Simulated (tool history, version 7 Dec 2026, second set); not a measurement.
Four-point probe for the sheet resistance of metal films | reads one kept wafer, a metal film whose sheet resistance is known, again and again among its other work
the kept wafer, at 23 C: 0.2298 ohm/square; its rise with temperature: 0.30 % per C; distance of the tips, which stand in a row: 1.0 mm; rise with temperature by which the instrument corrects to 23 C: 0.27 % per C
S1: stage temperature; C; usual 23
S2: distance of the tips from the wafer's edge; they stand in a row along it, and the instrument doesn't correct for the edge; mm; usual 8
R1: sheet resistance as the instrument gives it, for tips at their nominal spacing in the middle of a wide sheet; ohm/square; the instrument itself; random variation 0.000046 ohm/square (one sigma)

| run | hour | S1 | S2 | R1 |
|---|---|---|---|---|
| 1 | 0.0 | 23 | 8 | 0.232740 |
| 2 | 23.2 | 32 | 8 | 0.233407 |
| 3 | 45.3 | 23 | 8 | 0.232585 |
| 4 | 64.7 | 23 | 8 | 0.232689 |
|  | 80.1 | stage's thermometer calibrated |
| 5 | 90.6 | 23 | 6 | 0.233819 |
| 6 | 112.3 | 23 | 6 | 0.233767 |
| 7 | 132.4 | 32 | 8 | 0.232968 |
| 8 | 145.6 | 32 | 8 | 0.232952 |
| 9 | 159.8 | 32 | 8 | 0.233004 |
| 10 | 170.8 | 32 | 8 | 0.233081 |
| 11 | 195.9 | 32 | 8 | 0.233050 |
| 12 | 216.1 | 32 | 8 | 0.232985 |
| 13 | 232.9 | 32 | 8 | 0.232962 |
| 14 | 246.8 | 32 | 8 | 0.233045 |
| 15 | 262.4 | 28 | 16 | 0.231306 |
| 16 | 286.0 | 28 | 16 | 0.231239 |
| 17 | 309.8 | 28 | 16 | 0.231185 |
| 18 | 328.5 | 20 | 14 | 0.230740 |
| 19 | 350.1 | 30 | 14 | 0.231518 |
| 20 | 367.7 | 30 | 45 | 0.231065 |
| 21 | 386.9 | 22 | 42 | 0.230412 |
| 22 | 405.6 | 23 | 4 | 0.237870 |
| 23 | 424.4 | 18 | 9 | 0.231485 |
| 24 | 434.6 | 25 | 56 | 0.230621 |
| 25 | 446.0 | 24 | 20 | 0.230787 |
| 26 | 464.7 | 24 | 20 | 0.230735 |

3 ways to go on from here, each from the tool as it stands after run 26. What would each give?
| A | 484.4 | 31 | 7 | ? |
| B | 484.4 | 18 | 6 | ? |
| C | 484.4 | 31 | 12 | ? |

| run | R1 |
|---|---|
| A | 0.233500 |
| B | 0.233389 |
| C | 0.231887 |
Without the tool's hidden state the same runs would have given:
| run | R1 |
|---|---|
| A | 0.232897 |
| B | 0.232786 |
| C | 0.231288 |

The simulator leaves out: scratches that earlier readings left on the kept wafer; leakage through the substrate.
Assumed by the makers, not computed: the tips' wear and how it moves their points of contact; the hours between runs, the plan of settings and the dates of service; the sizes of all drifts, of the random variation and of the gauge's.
